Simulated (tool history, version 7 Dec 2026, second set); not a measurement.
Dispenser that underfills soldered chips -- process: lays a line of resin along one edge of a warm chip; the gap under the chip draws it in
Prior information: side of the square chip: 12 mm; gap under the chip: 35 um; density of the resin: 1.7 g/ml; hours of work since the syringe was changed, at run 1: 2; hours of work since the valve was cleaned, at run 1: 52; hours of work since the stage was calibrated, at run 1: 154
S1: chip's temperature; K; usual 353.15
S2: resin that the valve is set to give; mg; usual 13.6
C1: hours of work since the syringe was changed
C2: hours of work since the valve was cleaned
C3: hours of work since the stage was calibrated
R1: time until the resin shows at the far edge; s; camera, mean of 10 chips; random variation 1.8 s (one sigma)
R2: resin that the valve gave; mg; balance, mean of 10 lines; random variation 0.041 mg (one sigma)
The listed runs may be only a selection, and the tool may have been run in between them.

run 1 hour=0.0 | S1=353.15 S2=13.6 | C1=2 C2=52 C3=154 | R1=196.0 R2=13.43
run 2 hour=3.4 | S1=353.15 S2=13.6 | C1=4 C2=55 C3=156 | R1=220.7 R2=13.39
run 3 hour=6.6 | S1=353.15 S2=13.6 | C1=6 C2=57 C3=159 | R1=246.5 R2=13.37
run 4 hour=9.1 | S1=353.15 S2=13.6 | C1=8 C2=59 C3=161 | R1=273.9 R2=13.31
-- hour=11.5 new syringe of resin
run 5 hour=14.4 | S1=347.15 S2=13.6 | C1=2 C2=63 C3=164 | R1=251.1 R2=13.39
run 6 hour=19.5 | S1=347.15 S2=13.6 | C1=6 C2=66 C3=168 | R1=295.6 R2=13.35
run 7 hour=23.1 | S1=347.15 S2=13.6 | C1=9 C2=69 C3=171 | R1=340.1 R2=13.31
-- hour=25.1 new syringe of resin
run 8 hour=27.5 | S1=347.15 S2=13.6 | C1=2 C2=72 C3=174 | R1=242.3 R2=13.25
run 9 hour=30.9 | S1=345.15 S2=13.6 | C1=4 C2=75 C3=176 | R1=293.5 R2=13.28
run 10 hour=33.5 | S1=353.15 S2=12.2 | C1=6 C2=77 C3=178 | R1=246.0 R2=11.98
run 11 hour=37.7 | S1=350.15 S2=14.2 | C1=9 C2=80 C3=181 | R1=308.8 R2=13.85
-- hour=38.7 new syringe of resin
run 12 hour=41.6 | S1=360.15 S2=17.6 | C1=2 C2=82 C3=184 | R1=156.0 R2=17.18
run 13 hour=44.5 | S1=357.15 S2=14.5 | C1=4 C2=85 C3=186 | R1=194.9 R2=14.08
run 14 hour=49.9 | S1=354.15 S2=13.3 | C1=8 C2=88 C3=190 | R1=266.3 R2=13.00
-- hour=52.2 new syringe of resin
run 15 hour=54.3 | S1=354.15 S2=13.3 | C1=2 C2=92 C3=193 | R1=188.2 R2=12.93
run 16 hour=59.3 | S1=342.15 S2=12.6 | C1=5 C2=95 C3=197 | R1=358.3 R2=12.25

Predict each of these 4 candidate next runs independently; none follows another, all start after run 16:
run A hour=61.7 | S1=361.15 S2=13.6 | C1=7 C2=97 C3=199 | R1=? R2=?
run B hour=61.7 | S1=341.15 S2=13.6 | C1=7 C2=97 C3=199 | R1=? R2=?
run C hour=61.7 | S1=339.15 S2=15.0 | C1=7 C2=97 C3=199 | R1=? R2=?
run D hour=61.7 | S1=353.15 S2=17.6 | C1=7 C2=97 C3=199 | R1=? R2=?

run=A R1=186.8 R2=13.24
run=B R1=397.8 R2=13.23
run=C R1=416.2 R2=14.68
run=D R1=250.4 R2=17.09
Without the tool's hidden state the same runs would have given:
run=A R1=130.7 R2=13.62
run=B R1=276.5 R2=13.61
run=C R1=289.7 R2=15.11
run=D R1=175.1 R2=17.59
